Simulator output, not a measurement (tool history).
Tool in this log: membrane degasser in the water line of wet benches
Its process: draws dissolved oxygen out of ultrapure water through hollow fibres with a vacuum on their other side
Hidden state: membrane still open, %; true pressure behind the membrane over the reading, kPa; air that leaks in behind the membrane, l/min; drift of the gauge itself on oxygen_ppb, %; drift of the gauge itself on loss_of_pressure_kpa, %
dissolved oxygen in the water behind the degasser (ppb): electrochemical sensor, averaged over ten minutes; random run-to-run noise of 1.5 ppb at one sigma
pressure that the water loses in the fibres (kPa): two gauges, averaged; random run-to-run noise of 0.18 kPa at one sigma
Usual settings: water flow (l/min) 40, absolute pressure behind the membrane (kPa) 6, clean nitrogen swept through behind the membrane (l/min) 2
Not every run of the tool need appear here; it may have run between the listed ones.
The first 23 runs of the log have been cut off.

| run | hour | water flow (l/min) | absolute pressure behind the membrane (kPa) | clean nitrogen swept through behind the membrane (l/min) | hours since the membrane was changed | hours since the vacuum gauge was calibrated | hours since the vacuum lines were made tight | dissolved oxygen in the water behind the degasser (ppb) | pressure that the water loses in the fibres (kPa) |
|---|---|---|---|---|---|---|---|---|---|
|  | 3485.5 | seals of the vacuum lines changed |
| 24 | 3543.6 | 32 | 7.21 | 3.96 | 8091 | 1053 | 58 | 88.7 | 29.49 |
| 25 | 3764.6 | 32 | 7.21 | 3.96 | 8312 | 1274 | 279 | 87.7 | 29.66 |
| 26 | 3917.8 | 32 | 7.21 | 3.96 | 8466 | 1427 | 432 | 89.2 | 29.42 |
| 27 | 4064.2 | 26 | 3.85 | 2 | 8612 | 1573 | 579 | 25.6 | 24.02 |
| 28 | 4167.6 | 27 | 12.48 | 1.47 | 8715 | 1677 | 682 | 377.4 | 25.09 |
| 29 | 4330.2 | 35 | 12.48 | 1.07 | 8878 | 1839 | 845 | 605.5 | 32.6 |
| 30 | 4495.7 | 35 | 12.48 | 1.07 | 9043 | 2005 | 1010 | 614 | 32.51 |
| 31 | 4695.9 | 54 | 13.94 | 1.05 | 9244 | 2205 | 1210 | 1006.1 | 50.24 |

4 ways to go on from here, each from the tool as it stands after run 31. What would each give?
| A | 4891.9 | 40 | 10.29 | 2 | 9440 | 2401 | 1406 | ? | ? |
| B | 4891.9 | 25 | 13.07 | 4.03 | 9440 | 2401 | 1406 | ? | ? |
| C | 4891.9 | 39 | 7.19 | 4.7 | 9440 | 2401 | 1406 | ? | ? |
| D | 4891.9 | 57 | 13.94 | 2.55 | 9440 | 2401 | 1406 | ? | ? |

| run | dissolved oxygen in the water behind the degasser (ppb) | pressure that the water loses in the fibres (kPa) |
|---|---|---|
| A | 330.8 | 36.99 |
| B | 149.2 | 23.35 |
| C | 103.5 | 35.91 |
| D | 568.3 | 53.21 |
Without the tool's unlogged condition, the same runs would have read:
| run | dissolved oxygen in the water behind the degasser (ppb) | pressure that the water loses in the fibres (kPa) |
|---|---|---|
| A | 322.7 | 35.24 |
| B | 146.7 | 22.25 |
| C | 96.6 | 34.22 |
| D | 552.5 | 50.72 |
